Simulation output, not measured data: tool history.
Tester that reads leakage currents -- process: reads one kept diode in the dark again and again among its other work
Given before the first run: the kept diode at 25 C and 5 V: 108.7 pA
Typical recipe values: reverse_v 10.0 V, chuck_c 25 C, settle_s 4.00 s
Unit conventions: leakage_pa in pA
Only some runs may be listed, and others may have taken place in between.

{"run": 1, "hour": 0.0, "reverse_v": 10.0, "chuck_c": 25, "settle_s": 4.0, "leakage_pa": 149.36}
{"run": 2, "hour": 19.7, "reverse_v": 10.0, "chuck_c": 25, "settle_s": 4.0, "leakage_pa": 149.02}
{"run": 3, "hour": 42.1, "reverse_v": 10.0, "chuck_c": 25, "settle_s": 4.0, "leakage_pa": 149.26}
{"run": 4, "hour": 60.8, "reverse_v": 10.0, "chuck_c": 25, "settle_s": 4.0, "leakage_pa": 149.01}
{"run": 5, "hour": 96.4, "reverse_v": 1.8, "chuck_c": 25, "settle_s": 4.0, "leakage_pa": 56.29}
{"run": 6, "hour": 128.7, "reverse_v": 1.8, "chuck_c": 25, "settle_s": 4.0, "leakage_pa": 56.11}
{"run": 7, "hour": 150.1, "reverse_v": 1.8, "chuck_c": 25, "settle_s": 4.0, "leakage_pa": 56.04}
{"run": 8, "hour": 177.8, "reverse_v": 1.8, "chuck_c": 25, "settle_s": 4.0, "leakage_pa": 56.3}
{"run": 9, "hour": 207.8, "reverse_v": 1.8, "chuck_c": 25, "settle_s": 4.0, "leakage_pa": 55.85}
{"run": 10, "hour": 230.1, "reverse_v": 1.8, "chuck_c": 25, "settle_s": 4.0, "leakage_pa": 56.26}
{"run": 11, "hour": 269.1, "reverse_v": 1.8, "chuck_c": 25, "settle_s": 4.0, "leakage_pa": 56.15}
{"run": 12, "hour": 307.4, "reverse_v": 1.8, "chuck_c": 25, "settle_s": 4.0, "leakage_pa": 56.01}
{"run": 13, "hour": 345.9, "reverse_v": 3.4, "chuck_c": 32, "settle_s": 4.28, "leakage_pa": 134.78}
{"run": 14, "hour": 381.8, "reverse_v": 11.2, "chuck_c": 30, "settle_s": 2.55, "leakage_pa": 230.22}
{"run": 15, "hour": 408.0, "reverse_v": 3.8, "chuck_c": 26, "settle_s": 2.66, "leakage_pa": 92.49}
{"run": 16, "hour": 436.7, "reverse_v": 14.2, "chuck_c": 39, "settle_s": 1.26, "leakage_pa": 496.81}
{"run": 17, "hour": 469.2, "reverse_v": 1.1, "chuck_c": 25, "settle_s": 1.95, "leakage_pa": 42.6}
{"run": 18, "hour": 507.4, "reverse_v": 2.6, "chuck_c": 46, "settle_s": 4.0, "leakage_pa": 314.92}
{"run": 19, "hour": 529.6, "reverse_v": 2.6, "chuck_c": 50, "settle_s": 6.11, "leakage_pa": 412.65}
{"run": 20, "hour": 548.8, "reverse_v": 2.6, "chuck_c": 29, "settle_s": 0.48, "leakage_pa": 94.8}
{"run": 21, "hour": 572.2, "reverse_v": 2.0, "chuck_c": 48, "settle_s": 3.83, "leakage_pa": 312.03}

Branching from run 21: 4 alternative next runs. What would each branch give?
{"run": "A", "hour": 602.7, "reverse_v": 1.3, "chuck_c": 45, "settle_s": 0.34, "leakage_pa": "?"}
{"run": "B", "hour": 602.7, "reverse_v": 14.2, "chuck_c": 31, "settle_s": 0.5, "leakage_pa": "?"}
{"run": "C", "hour": 602.7, "reverse_v": 13.0, "chuck_c": 24, "settle_s": 3.83, "leakage_pa": "?"}
{"run": "D", "hour": 602.7, "reverse_v": 2.0, "chuck_c": 48, "settle_s": 1.15, "leakage_pa": "?"}

run=A leakage_pa=201.17
run=B leakage_pa=292.37
run=C leakage_pa=163.94
run=D leakage_pa=313.98
The same runs, with their run-to-run variation unchanged, on a tool lacking any hidden condition would have given:
run=A leakage_pa=230.56
run=B leakage_pa=315.17
run=C leakage_pa=169.51
run=D leakage_pa=359.12
